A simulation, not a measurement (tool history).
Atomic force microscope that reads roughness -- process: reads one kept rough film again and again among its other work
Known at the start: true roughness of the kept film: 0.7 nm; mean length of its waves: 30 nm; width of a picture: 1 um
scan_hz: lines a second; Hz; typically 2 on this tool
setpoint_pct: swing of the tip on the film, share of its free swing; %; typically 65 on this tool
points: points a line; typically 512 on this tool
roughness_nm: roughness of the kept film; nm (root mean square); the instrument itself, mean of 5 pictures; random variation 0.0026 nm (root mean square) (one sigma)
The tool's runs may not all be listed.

| run | hour | scan_hz | setpoint_pct | points | roughness_nm |
|---|---|---|---|---|---|
| 1 | 0 | 2 | 65 | 512 | 0.639 |
| 2 | 18.5 | 2 | 65 | 512 | 0.63 |
| 3 | 43.7 | 2 | 60 | 512 | 0.63 |
|  | 63.6 | new tip fitted |
| 4 | 66 | 2 | 65 | 497 | 0.641 |
| 5 | 77.1 | 2 | 65 | 497 | 0.637 |
| 6 | 95.1 | 2 | 65 | 512 | 0.634 |
| 7 | 116.2 | 2 | 65 | 377 | 0.619 |
| 8 | 127.4 | 2 | 77 | 377 | 0.59 |
|  | 132.8 | new tip fitted |
| 9 | 153.8 | 2 | 77 | 377 | 0.598 |
| 10 | 168.6 | 2 | 77 | 377 | 0.598 |
| 11 | 187.5 | 2 | 77 | 377 | 0.594 |
|  | 202 | new tip fitted |
| 12 | 209.4 | 2 | 65 | 512 | 0.638 |
| 13 | 227.8 | 2 | 65 | 512 | 0.636 |
| 14 | 242.4 | 2 | 65 | 512 | 0.628 |
| 15 | 263.8 | 2 | 65 | 512 | 0.62 |
|  | 271.9 | new tip fitted |
| 16 | 280.3 | 2 | 66 | 512 | 0.636 |
| 17 | 305.6 | 2 | 65 | 1022 | 0.634 |
| 18 | 328.4 | 2 | 65 | 512 | 0.625 |
|  | 342.2 | new tip fitted |
| 19 | 350.4 | 2 | 65 | 512 | 0.641 |
| 20 | 366.2 | 2 | 65 | 512 | 0.633 |
| 21 | 392.4 | 1.78 | 65 | 395 | 0.628 |
|  | 411.5 | new tip fitted |
| 22 | 418.9 | 0.69 | 65 | 942 | 0.668 |
| 23 | 431 | 3.16 | 75 | 942 | 0.586 |
| 24 | 442.9 | 3.16 | 75 | 942 | 0.569 |
| 25 | 465.1 | 2.78 | 78 | 259 | 0.56 |
|  | 480.3 | new tip fitted |
| 26 | 491.1 | 2 | 84 | 279 | 0.575 |
| 27 | 512.3 | 2 | 61 | 281 | 0.634 |
| 28 | 534 | 2 | 61 | 281 | 0.624 |
|  | 551.6 | new tip fitted |
| 29 | 556.4 | 1.47 | 89 | 332 | 0.587 |
| 30 | 568.9 | 0.65 | 85 | 413 | 0.64 |
| 31 | 580.5 | 1.19 | 68 | 386 | 0.642 |
| 32 | 592.1 | 1.19 | 68 | 386 | 0.636 |
| 33 | 609 | 1.19 | 68 | 386 | 0.632 |
|  | 620.5 | new tip fitted |
| 34 | 627.2 | 1.19 | 68 | 386 | 0.649 |
| 35 | 638.6 | 1.19 | 68 | 386 | 0.64 |
| 36 | 649.9 | 2 | 61 | 512 | 0.637 |
| 37 | 676.7 | 2 | 61 | 512 | 0.629 |

Here are 5 independent what-if runs from the current tool condition. What would each one return?
|  | 689.9 | new tip fitted |
| A | 697.3 | 2 | 76 | 864 | ? |
|  | 689.9 | new tip fitted |
| B | 697.3 | 1 | 61 | 450 | ? |
|  | 689.9 | new tip fitted |
| C | 697.3 | 0.94 | 65 | 1005 | ? |
|  | 689.9 | new tip fitted |
| D | 697.3 | 0.89 | 80 | 746 | ? |
|  | 689.9 | new tip fitted |
| E | 697.3 | 1.72 | 65 | 512 | ? |

| run | roughness_nm |
|---|---|
| A | 0.617 |
| B | 0.664 |
| C | 0.664 |
| D | 0.644 |
| E | 0.643 |
Take away the tool's hidden state, keep each run's random variation, and the runs would have read:
| run | roughness_nm |
|---|---|
| A | 0.616 |
| B | 0.663 |
| C | 0.663 |
| D | 0.643 |
| E | 0.643 |
